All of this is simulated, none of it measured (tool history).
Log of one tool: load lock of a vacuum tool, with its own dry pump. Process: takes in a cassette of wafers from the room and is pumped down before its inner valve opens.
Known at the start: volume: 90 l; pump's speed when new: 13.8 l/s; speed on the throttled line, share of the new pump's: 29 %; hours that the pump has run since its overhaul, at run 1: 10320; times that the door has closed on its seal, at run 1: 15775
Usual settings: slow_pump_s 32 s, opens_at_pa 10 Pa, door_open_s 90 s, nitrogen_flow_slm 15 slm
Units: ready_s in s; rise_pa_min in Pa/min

run,hour,slow_pump_s,opens_at_pa,door_open_s,nitrogen_flow_slm,hours that the pump has run since its overhaul,times that the door has closed on its seal,"incoming humidity of the room's air, %",ready_s,rise_pa_min
1,0,32,10,90,15,10320,15775,45.1,89.6,0.07
2,183.4,32,10,90,15,10503,16352,43,89.9,0.078
3,354.5,32,10,90,15,10674,16891,45.3,91,0.083
4,450.4,32,10,27,15,10770,17192,49.1,89.9,0.075
5,549.6,32,10,27,15,10869,17504,45.7,90.2,0.077
6,671.1,32,10,27,15,10991,17887,46.1,90,0.076
7,751.5,32,10,90,15,11071,18140,46.1,90.1,0.093
8,887.4,32,10,90,15,11207,18567,45.2,89.2,0.087
9,988.5,32,10,90,15,11308,18885,47.1,89.6,0.091
10,1127.7,32,10,90,15,11448,19323,44.2,90.3,0.089
11,1310.9,32,10,90,15,11631,19900,43,90.9,0.1
12,1481.6,32,16,90,15,11802,20437,46.1,87.8,0.103
13,1628.3,32,16,90,42,11948,20898,42.6,86.8,0.089
14,1733.5,32,16,90,42,12053,21229,46.6,87.5,0.09
15,1917.1,32,10,109,15,12237,21807,44.7,90.5,0.114
16,2051.9,32,10,90,15,12372,22231,43.1,91.8,0.11
17,2141.5,32,10,90,6,12461,22513,47.2,92,0.121
18,2293.1,32,10,90,6,12613,22990,45.2,89.3,0.125
19,2468.7,32,10,90,7,12789,23542,43.7,91.5,0.124
20,2631.7,32,10,90,7,12952,24055,42.8,91.5,0.123
21,2799.4,25,19,63,9,13119,24583,47.8,81.7,0.131
22,2908.2,44,10,90,17,13228,24925,45,100.3,0.126
23,3005.8,32,20,90,12,13326,25232,45,85.1,0.134
24,3143.8,41,14,113,8,13464,25666,44.9,96,0.142
25,3219.7,41,14,113,8,13540,25905,42.1,94.4,0.137
26,3351.1,16,10,90,15,13671,26319,43.7,81,0.134
27,3488,30,8,38,9,13808,26749,45.9,92,0.135
28,3616.4,30,8,38,9,13936,27153,44.3,93.2,0.135
29,3766.1,30,8,38,9,14086,27624,49.5,92.7,0.137
30,3900.3,32,8,38,11,14220,28047,46.3,93.6,0.139
31,4037.2,32,9,90,19,14357,28477,45.3,93.2,0.152
32,4127.6,56,17,42,15,14448,28762,43.4,103.4,0.143
33,4279.9,32,10,214,15,14600,29241,45.6,92.2,0.165
34,4454.5,16,10,214,23,14774,29790,45.5,82,0.162
35,4533.8,18,19,90,15,14854,30040,45.1,77.7,0.157
36,4636.7,32,19,90,9,14957,30364,45.7,86.2,0.163

Some steps in ready_s between neighbouring runs. How much of each would the tool show without its hidden state too (settings, what came in, random variation), and how much is left for the hidden state, with any gauge scatter that isn't in both results?
The hidden state here: pump's speed, % of a new pump's; leak at the door's seal, Pa l/s; drift of the gauge itself on ready_s, %; drift of the gauge itself on rise_pa_min, %.
Run 21 -> 22: slow_pump_s 25 -> 44, opens_at_pa 19 -> 10, door_open_s 63 -> 90, nitrogen_flow_slm 9 -> 17. ready_s +18.6 s: hidden state +0, all else +18.6.
Run 22 -> 23: slow_pump_s 44 -> 32, opens_at_pa 10 -> 20, nitrogen_flow_slm 17 -> 12. ready_s -15.2 s: hidden state -0.3, all else -14.9.
Run 25 -> 26: slow_pump_s 41 -> 16, opens_at_pa 14 -> 10, door_open_s 113 -> 90, nitrogen_flow_slm 8 -> 15. ready_s -13.4 s: hidden state +1.4, all else -14.8.
Run 31 -> 32: slow_pump_s 32 -> 56, opens_at_pa 9 -> 17, door_open_s 90 -> 42, nitrogen_flow_slm 19 -> 15. ready_s +10.2 s: hidden state -1.9, all else +12.1.
Run 32 -> 33: slow_pump_s 56 -> 32, opens_at_pa 17 -> 10, door_open_s 42 -> 214. ready_s -11.2 s: hidden state +2.1, all else -13.3.

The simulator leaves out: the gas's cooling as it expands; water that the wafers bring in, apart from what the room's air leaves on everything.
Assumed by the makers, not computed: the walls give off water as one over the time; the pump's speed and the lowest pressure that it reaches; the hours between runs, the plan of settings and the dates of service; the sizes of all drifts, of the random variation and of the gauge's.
